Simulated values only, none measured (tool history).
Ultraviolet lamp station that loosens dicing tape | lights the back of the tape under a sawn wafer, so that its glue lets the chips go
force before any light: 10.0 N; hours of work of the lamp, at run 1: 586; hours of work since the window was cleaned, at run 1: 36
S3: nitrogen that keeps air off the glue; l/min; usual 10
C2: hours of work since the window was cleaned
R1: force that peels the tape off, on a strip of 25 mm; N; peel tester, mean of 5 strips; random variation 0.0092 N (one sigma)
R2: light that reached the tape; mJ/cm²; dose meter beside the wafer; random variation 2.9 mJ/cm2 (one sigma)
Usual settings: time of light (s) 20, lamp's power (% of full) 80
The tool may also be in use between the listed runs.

{"run": 1, "hour": 0.0, "time of light (s)": 20, "lamp's power (% of full)": 80, "S3": 10, "hours of work of the lamp": 586, "C2": 36, "R1": 0.533, "R2": 376}
{"run": 2, "hour": 15.1, "time of light (s)": 20, "lamp's power (% of full)": 80, "S3": 10, "hours of work of the lamp": 594, "C2": 44, "R1": 0.523, "R2": 378}
{"run": 3, "hour": 29.7, "time of light (s)": 20, "lamp's power (% of full)": 80, "S3": 10, "hours of work of the lamp": 603, "C2": 52, "R1": 0.543, "R2": 373}
{"run": 4, "hour": 53.3, "time of light (s)": 31, "lamp's power (% of full)": 80, "S3": 10, "hours of work of the lamp": 616, "C2": 66, "R1": 0.182, "R2": 583}
{"run": 5, "hour": 71.2, "time of light (s)": 20, "lamp's power (% of full)": 80, "S3": 10, "hours of work of the lamp": 626, "C2": 76, "R1": 0.565, "R2": 375}
{"run": 6, "hour": 85.0, "time of light (s)": 20, "lamp's power (% of full)": 80, "S3": 10, "hours of work of the lamp": 634, "C2": 83, "R1": 0.548, "R2": 372}
{"run": 7, "hour": 111.2, "time of light (s)": 20, "lamp's power (% of full)": 80, "S3": 10, "hours of work of the lamp": 648, "C2": 98, "R1": 0.561, "R2": 369}
{"run": 8, "hour": 130.1, "time of light (s)": 20, "lamp's power (% of full)": 68, "S3": 10, "hours of work of the lamp": 659, "C2": 109, "R1": 0.85, "R2": 314}
{"run": 9, "hour": 159.1, "time of light (s)": 20, "lamp's power (% of full)": 68, "S3": 10, "hours of work of the lamp": 675, "C2": 125, "R1": 0.89, "R2": 311}
{"hour": 161.6, "done": "window cleaned of glue's vapour"}
{"run": 10, "hour": 180.2, "time of light (s)": 20, "lamp's power (% of full)": 68, "S3": 10, "hours of work of the lamp": 687, "C2": 10, "R1": 0.91, "R2": 304}
{"run": 11, "hour": 192.8, "time of light (s)": 20, "lamp's power (% of full)": 68, "S3": 10, "hours of work of the lamp": 694, "C2": 17, "R1": 0.934, "R2": 300}
{"run": 12, "hour": 207.7, "time of light (s)": 20, "lamp's power (% of full)": 71, "S3": 10, "hours of work of the lamp": 702, "C2": 26, "R1": 0.854, "R2": 313}
{"run": 13, "hour": 219.9, "time of light (s)": 11, "lamp's power (% of full)": 71, "S3": 10, "hours of work of the lamp": 709, "C2": 33, "R1": 2.486, "R2": 165}
{"hour": 225.2, "done": "window cleaned of glue's vapour, once more"}
{"run": 14, "hour": 247.7, "time of light (s)": 20, "lamp's power (% of full)": 80, "S3": 4, "hours of work of the lamp": 724, "C2": 13, "R1": 1.099, "R2": 369}
{"run": 15, "hour": 266.9, "time of light (s)": 20, "lamp's power (% of full)": 80, "S3": 6, "hours of work of the lamp": 735, "C2": 23, "R1": 0.815, "R2": 366}
{"run": 16, "hour": 293.9, "time of light (s)": 19, "lamp's power (% of full)": 80, "S3": 19, "hours of work of the lamp": 750, "C2": 39, "R1": 0.438, "R2": 346}
{"run": 17, "hour": 309.7, "time of light (s)": 19, "lamp's power (% of full)": 80, "S3": 19, "hours of work of the lamp": 759, "C2": 47, "R1": 0.45, "R2": 346}
{"run": 18, "hour": 324.3, "time of light (s)": 19, "lamp's power (% of full)": 80, "S3": 19, "hours of work of the lamp": 767, "C2": 56, "R1": 0.458, "R2": 351}
{"run": 19, "hour": 348.0, "time of light (s)": 19, "lamp's power (% of full)": 80, "S3": 19, "hours of work of the lamp": 780, "C2": 69, "R1": 0.461, "R2": 344}
{"run": 20, "hour": 370.6, "time of light (s)": 12, "lamp's power (% of full)": 62, "S3": 10, "hours of work of the lamp": 793, "C2": 82, "R1": 2.613, "R2": 166}
{"run": 21, "hour": 392.6, "time of light (s)": 20, "lamp's power (% of full)": 91, "S3": 8, "hours of work of the lamp": 805, "C2": 94, "R1": 0.529, "R2": 406}
{"run": 22, "hour": 411.7, "time of light (s)": 16, "lamp's power (% of full)": 80, "S3": 10, "hours of work of the lamp": 816, "C2": 105, "R1": 1.019, "R2": 290}
{"run": 23, "hour": 427.5, "time of light (s)": 16, "lamp's power (% of full)": 80, "S3": 10, "hours of work of the lamp": 825, "C2": 113, "R1": 1.042, "R2": 289}
{"run": 24, "hour": 439.1, "time of light (s)": 32, "lamp's power (% of full)": 69, "S3": 10, "hours of work of the lamp": 832, "C2": 120, "R1": 0.286, "R2": 491}
{"run": 25, "hour": 455.4, "time of light (s)": 13, "lamp's power (% of full)": 69, "S3": 10, "hours of work of the lamp": 841, "C2": 129, "R1": 2.078, "R2": 199}
{"run": 26, "hour": 468.9, "time of light (s)": 13, "lamp's power (% of full)": 69, "S3": 10, "hours of work of the lamp": 848, "C2": 137, "R1": 1.99, "R2": 194}
{"run": 27, "hour": 496.9, "time of light (s)": 16, "lamp's power (% of full)": 80, "S3": 5, "hours of work of the lamp": 864, "C2": 152, "R1": 1.618, "R2": 279}
{"run": 28, "hour": 514.1, "time of light (s)": 16, "lamp's power (% of full)": 80, "S3": 5, "hours of work of the lamp": 874, "C2": 162, "R1": 1.692, "R2": 278}
{"run": 29, "hour": 527.2, "time of light (s)": 16, "lamp's power (% of full)": 80, "S3": 5, "hours of work of the lamp": 881, "C2": 169, "R1": 1.67, "R2": 281}
{"run": 30, "hour": 545.6, "time of light (s)": 21, "lamp's power (% of full)": 97, "S3": 17, "hours of work of the lamp": 891, "C2": 180, "R1": 0.261, "R2": 445}

Forecast each of these 4 alternatives for the next run:
{"run": "A", "hour": 573.0, "time of light (s)": 18, "lamp's power (% of full)": 90, "S3": 6, "hours of work of the lamp": 907, "C2": 195, "R1": "?", "R2": "?"}
{"run": "B", "hour": 573.0, "time of light (s)": 11, "lamp's power (% of full)": 74, "S3": 10, "hours of work of the lamp": 907, "C2": 195, "R1": "?", "R2": "?"}
{"run": "C", "hour": 573.0, "time of light (s)": 11, "lamp's power (% of full)": 71, "S3": 17, "hours of work of the lamp": 907, "C2": 195, "R1": "?", "R2": "?"}
{"run": "D", "hour": 573.0, "time of light (s)": 20, "lamp's power (% of full)": 72, "S3": 10, "hours of work of the lamp": 907, "C2": 195, "R1": "?", "R2": "?"}

run=A R1=0.943 R2=352
run=B R1=2.378 R2=174
run=C R1=2.021 R2=170
run=D R1=0.857 R2=311
Without the tool's hidden state the same runs would have given:
run=A R1=0.565 R2=437
run=B R1=1.694 R2=217
run=C R1=1.399 R2=211
run=D R1=0.505 R2=387
